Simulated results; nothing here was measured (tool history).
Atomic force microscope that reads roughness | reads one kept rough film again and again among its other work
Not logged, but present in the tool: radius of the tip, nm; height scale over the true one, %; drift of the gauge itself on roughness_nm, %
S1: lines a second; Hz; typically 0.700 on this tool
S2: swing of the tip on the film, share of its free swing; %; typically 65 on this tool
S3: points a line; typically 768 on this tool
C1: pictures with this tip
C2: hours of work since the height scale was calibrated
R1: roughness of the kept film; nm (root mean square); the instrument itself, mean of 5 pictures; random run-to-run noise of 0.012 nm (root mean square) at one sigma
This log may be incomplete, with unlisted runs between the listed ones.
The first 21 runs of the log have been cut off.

run    hour     S1  S2   S3   C1    C2     R1
 22   838.8  0.700  65  768  237   698  2.567
      852.3  -- new tip fitted
 23   892.0  0.700  65  768   59   734  2.714
 24   932.8  2.045  69  624  120   762  2.518
 25   987.5  2.045  69  624  201   799  2.468
     1026.0  -- new tip fitted
 26  1027.0  0.696  83  390    1   826  2.660
 27  1068.2  0.696  78  261   62   854  2.639
 28  1096.0  1.270  88  833  103   873  2.438
 29  1154.8  1.270  88  833  191   914  2.370
     1197.5  -- new tip fitted
 30  1198.5  2.973  88  747    1   943  2.167
 31  1238.6  2.973  88  747   61   971  2.153
 32  1278.1  1.629  65  590  119   998  2.590
 33  1337.7  0.695  56  319  208  1039  2.604
 34  1363.4  0.695  58  307  246  1056  2.555
     1371.1  -- new tip fitted
 35  1424.1  3.113  65  703   79  1097  2.529
 36  1474.6  3.113  65  703  154  1132  2.463
 37  1522.2  3.113  65  703  224  1165  2.412
     1544.8  -- new tip fitted
 38  1583.4  0.700  66  471   57  1206  2.701
 39  1617.5  1.111  66  471  107  1229  2.608
 40  1666.6  0.765  65  529  180  1263  2.606
     1716.6  -- new tip fitted
 41  1720.5  0.765  65  529    5  1300  2.736
 42  1755.7  1.428  84  768   57  1324  2.477
 43  1816.4  1.428  84  768  147  1365  2.411

3 options for the next run, each taken on its own from the tool as it stands now. Forecast them:
  A  1858.5  2.643  84  604  210  1394   ?
  B  1858.5  0.700  65  459  210  1394   ?
  C  1858.5  0.635  77  863  210  1394   ?

run     R1
  A  2.162
  B  2.569
  C  2.554
Take away the tool's hidden state, keep each run's random variation, and the runs would have read:
run     R1
  A  2.327
  B  2.765
  C  2.749
